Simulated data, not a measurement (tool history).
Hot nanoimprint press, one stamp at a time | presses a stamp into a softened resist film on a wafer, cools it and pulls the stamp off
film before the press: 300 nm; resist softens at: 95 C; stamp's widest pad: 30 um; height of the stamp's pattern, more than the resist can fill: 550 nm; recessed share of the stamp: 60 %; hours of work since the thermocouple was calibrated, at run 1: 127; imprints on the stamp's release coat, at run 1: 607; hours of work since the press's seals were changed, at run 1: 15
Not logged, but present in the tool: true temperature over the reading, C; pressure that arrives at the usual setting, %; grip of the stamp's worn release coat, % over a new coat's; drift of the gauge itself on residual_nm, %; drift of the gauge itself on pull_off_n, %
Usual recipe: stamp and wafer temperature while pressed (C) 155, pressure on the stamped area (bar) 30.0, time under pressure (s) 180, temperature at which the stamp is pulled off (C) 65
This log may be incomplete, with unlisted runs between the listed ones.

run,hour,stamp and wafer temperature while pressed (C),pressure on the stamped area (bar),time under pressure (s),temperature at which the stamp is pulled off (C),hours of work since the thermocouple was calibrated,imprints on the stamp's release coat,hours of work since the press's seals were changed,resist left under the stamp's widest pad (angstrom),greatest force while the stamp is pulled off (N)
1,0.0,155,30.0,180,65,127,607,15,1734,204
2,7.5,155,23.8,180,65,133,632,20,1932,204
3,16.0,155,30.0,327,65,139,661,27,1451,202
4,20.2,155,30.0,327,65,143,675,30,1448,200
5,28.2,155,46.8,180,65,149,702,36,1393,207
6,34.9,155,30.0,180,65,154,724,41,1739,205
7,39.3,155,33.5,180,65,157,739,44,1650,208
8,49.3,155,33.5,180,65,164,773,52,1650,208
9,55.2,151,30.0,180,65,169,793,56,2017,210
10,61.1,155,30.0,180,65,173,813,60,1747,207
11,68.4,155,21.4,180,65,179,838,66,2025,207
12,76.9,155,21.4,180,65,185,866,72,2018,214
13,81.7,155,21.4,180,65,189,882,76,2029,203
14,86.0,155,30.0,180,65,192,897,79,1746,216
15,94.6,155,30.0,180,65,198,926,86,1747,218
16,101.1,155,30.0,180,65,203,948,90,1751,215
17,106.7,149,30.8,180,70,207,967,95,2134,191
18,116.1,163,19.1,181,59,214,998,102,1635,259
19,125.3,163,40.4,181,62,221,1029,109,1089,237
20,131.7,163,40.4,181,62,226,1051,113,1093,236
# hour 135.3: plate thermocouple calibrated
21,142.4,163,40.4,181,62,5,1077,119,1106,233
22,149.2,156,30.8,212,52,10,1100,124,1607,312
23,154.9,165,30.8,172,64,15,1119,129,1218,235
24,162.4,151,33.1,284,51,20,1144,134,1737,310
25,171.4,165,33.1,124,51,27,1174,141,1306,314
# hour 181.2: plate thermocouple calibrated, once more
26,183.5,165,23.0,114,51,2,1205,148,1577,312
27,189.4,165,23.0,114,51,6,1225,152,1588,323
28,193.8,158,39.6,180,65,9,1240,155,1326,227
29,198.9,153,27.8,180,72,13,1257,159,1913,188

4 ways to go on from here, each from the tool as it stands after run 29. What would each give?
A,204.9,153,27.8,180,71,18,1277,164,?,?
B,204.9,148,27.8,180,54,18,1277,164,?,?
C,204.9,155,30.0,177,64,18,1277,164,?,?
D,204.9,155,37.0,280,62,18,1277,164,?,?

run,resist left under the stamp's widest pad (angstrom),greatest force while the stamp is pulled off (N)
A,1911,194
B,2245,301
C,1728,237
D,1346,248
Without the tool's unlogged condition, the same runs would have read:
run,resist left under the stamp's widest pad (angstrom),greatest force while the stamp is pulled off (N)
A,1909,145
B,2243,225
C,1727,177
D,1345,185
